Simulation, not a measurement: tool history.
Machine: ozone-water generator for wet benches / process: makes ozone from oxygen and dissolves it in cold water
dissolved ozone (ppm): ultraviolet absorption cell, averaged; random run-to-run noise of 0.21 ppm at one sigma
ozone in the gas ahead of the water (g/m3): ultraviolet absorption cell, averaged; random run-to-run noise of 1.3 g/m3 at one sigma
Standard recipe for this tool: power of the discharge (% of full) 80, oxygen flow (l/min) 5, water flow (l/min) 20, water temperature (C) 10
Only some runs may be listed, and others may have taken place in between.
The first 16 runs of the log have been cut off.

| run | day | power of the discharge (% of full) | oxygen flow (l/min) | water flow (l/min) | water temperature (C) | dissolved ozone (ppm) | ozone in the gas ahead of the water (g/m3) |
|---|---|---|---|---|---|---|---|
| 17 | 26.867 | 45 | 3.36 | 28 | 7 | 12.2 | 179.8 |
| 18 | 29.154 | 88 | 3.36 | 15 | 5 | 41.2 | 310.9 |
| 19 | 30.3 | 88 | 3.36 | 15 | 5 | 41.5 | 311.1 |
| 20 | 32.092 | 88 | 3.36 | 15 | 5 | 41.1 | 313.1 |
| 21 | 33.608 | 88 | 3.36 | 15 | 5 | 41.3 | 313.9 |
| 22 | 35.229 | 80 | 5 | 19 | 8 | 33.6 | 253.1 |
| 23 | 37.596 | 80 | 8.3 | 17 | 8 | 40.7 | 212.6 |
| 24 | 39.242 | 80 | 5 | 20 | 10 | 31.6 | 251.8 |
|  | 40.75 | gauge calibrated |
| 25 | 41.121 | 80 | 5 | 20 | 7 | 32.7 | 248.6 |
| 26 | 43.338 | 80 | 5.87 | 20 | 10 | 32.8 | 234.4 |
| 27 | 45.221 | 66 | 3.94 | 24 | 8 | 21.3 | 230.2 |
| 28 | 47.171 | 66 | 3.94 | 24 | 8 | 20.9 | 229.4 |
| 29 | 49.354 | 81 | 4.06 | 16 | 5 | 38.8 | 271.2 |
| 30 | 51.192 | 80 | 7.6 | 20 | 8 | 35.7 | 214.7 |
| 31 | 52.492 | 80 | 7.6 | 20 | 8 | 35.8 | 215.8 |
| 32 | 53.675 | 80 | 7.6 | 20 | 8 | 35.7 | 216.5 |

Below are 5 alternative next runs, each starting from the tool's condition after run 32. Predict each:
| A | 54.925 | 51 | 5 | 25 | 10 | ? | ? |
| B | 54.925 | 80 | 5.89 | 12 | 10 | ? | ? |
| C | 54.925 | 81 | 5 | 29 | 10 | ? | ? |
| D | 54.925 | 80 | 7.6 | 25 | 8 | ? | ? |
| E | 54.925 | 52 | 5 | 17 | 7 | ? | ? |

| run | dissolved ozone (ppm) | ozone in the gas ahead of the water (g/m3) |
|---|---|---|
| A | 17.8 | 173.3 |
| B | 48.1 | 235.1 |
| C | 22.2 | 252.1 |
| D | 29 | 215.8 |
| E | 26.2 | 174.5 |
Stripped of hidden state, with their random variation kept, the same runs would have yielded:
| run | dissolved ozone (ppm) | ozone in the gas ahead of the water (g/m3) |
|---|---|---|
| A | 17.8 | 171.7 |
| B | 48.1 | 232.9 |
| C | 22.2 | 249.8 |
| D | 29 | 213.8 |
| E | 26.3 | 172.9 |
